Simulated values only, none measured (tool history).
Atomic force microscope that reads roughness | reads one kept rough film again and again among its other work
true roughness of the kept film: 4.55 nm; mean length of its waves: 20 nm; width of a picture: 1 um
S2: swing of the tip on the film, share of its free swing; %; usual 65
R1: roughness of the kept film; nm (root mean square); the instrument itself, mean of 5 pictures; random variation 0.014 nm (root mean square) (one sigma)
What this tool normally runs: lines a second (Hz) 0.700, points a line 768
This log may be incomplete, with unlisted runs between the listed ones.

run 1 day=0.000 | lines_a_second_(Hz)=0.700 S2=65 points_a_line=768 | R1=3.423
run 2 day=1.975 | lines_a_second_(Hz)=0.700 S2=72 points_a_line=768 | R1=2.086
-- day=3.062 new tip fitted
run 3 day=4.954 | lines_a_second_(Hz)=0.700 S2=72 points_a_line=768 | R1=2.141
-- day=6.246 new tip fitted
run 4 day=8.146 | lines_a_second_(Hz)=1.256 S2=72 points_a_line=768 | R1=2.079
-- day=9.312 new tip fitted
run 5 day=9.571 | lines_a_second_(Hz)=1.429 S2=65 points_a_line=768 | R1=3.087
run 6 day=11.025 | lines_a_second_(Hz)=0.700 S2=65 points_a_line=768 | R1=2.124
-- day=12.329 new tip fitted
run 7 day=13.817 | lines_a_second_(Hz)=1.019 S2=65 points_a_line=768 | R1=2.318
-- day=15.417 new tip fitted
run 8 day=16.100 | lines_a_second_(Hz)=0.700 S2=75 points_a_line=768 | R1=2.904
run 9 day=17.646 | lines_a_second_(Hz)=0.700 S2=59 points_a_line=524 | R1=2.017
-- day=18.629 new tip fitted
run 10 day=19.479 | lines_a_second_(Hz)=0.700 S2=59 points_a_line=524 | R1=2.605
-- day=21.662 new tip fitted
run 11 day=22.062 | lines_a_second_(Hz)=1.262 S2=65 points_a_line=399 | R1=2.873
-- day=24.758 new tip fitted
run 12 day=25.029 | lines_a_second_(Hz)=0.506 S2=84 points_a_line=393 | R1=3.005
run 13 day=27.242 | lines_a_second_(Hz)=0.880 S2=82 points_a_line=264 | R1=1.746
-- day=27.908 new tip fitted
run 14 day=30.212 | lines_a_second_(Hz)=1.682 S2=87 points_a_line=593 | R1=1.894
-- day=31.075 new tip fitted
run 15 day=32.375 | lines_a_second_(Hz)=0.898 S2=65 points_a_line=496 | R1=2.424
-- day=34.200 new tip fitted
run 16 day=34.854 | lines_a_second_(Hz)=0.898 S2=65 points_a_line=496 | R1=2.837

Measured minus without-hidden-state, run by run (identical run-to-run variation in each term; gauge scatter may differ):
Unlogged tool condition in this case: radius of the tip, nm; height scale over the true one, %; drift of the gauge itself on roughness_nm, %.
run=1 R1=-0.015
run=2 R1=-1.324
run=3 R1=-1.272
run=4 R1=-1.266
run=5 R1=-0.288
run=6 R1=-1.288
run=7 R1=-1.071
run=8 R1=-0.515
run=9 R1=-1.400
run=10 R1=-0.800
run=11 R1=-0.486
run=12 R1=-0.353
run=13 R1=-1.483
run=14 R1=-1.310
run=15 R1=-0.965
run=16 R1=-0.554

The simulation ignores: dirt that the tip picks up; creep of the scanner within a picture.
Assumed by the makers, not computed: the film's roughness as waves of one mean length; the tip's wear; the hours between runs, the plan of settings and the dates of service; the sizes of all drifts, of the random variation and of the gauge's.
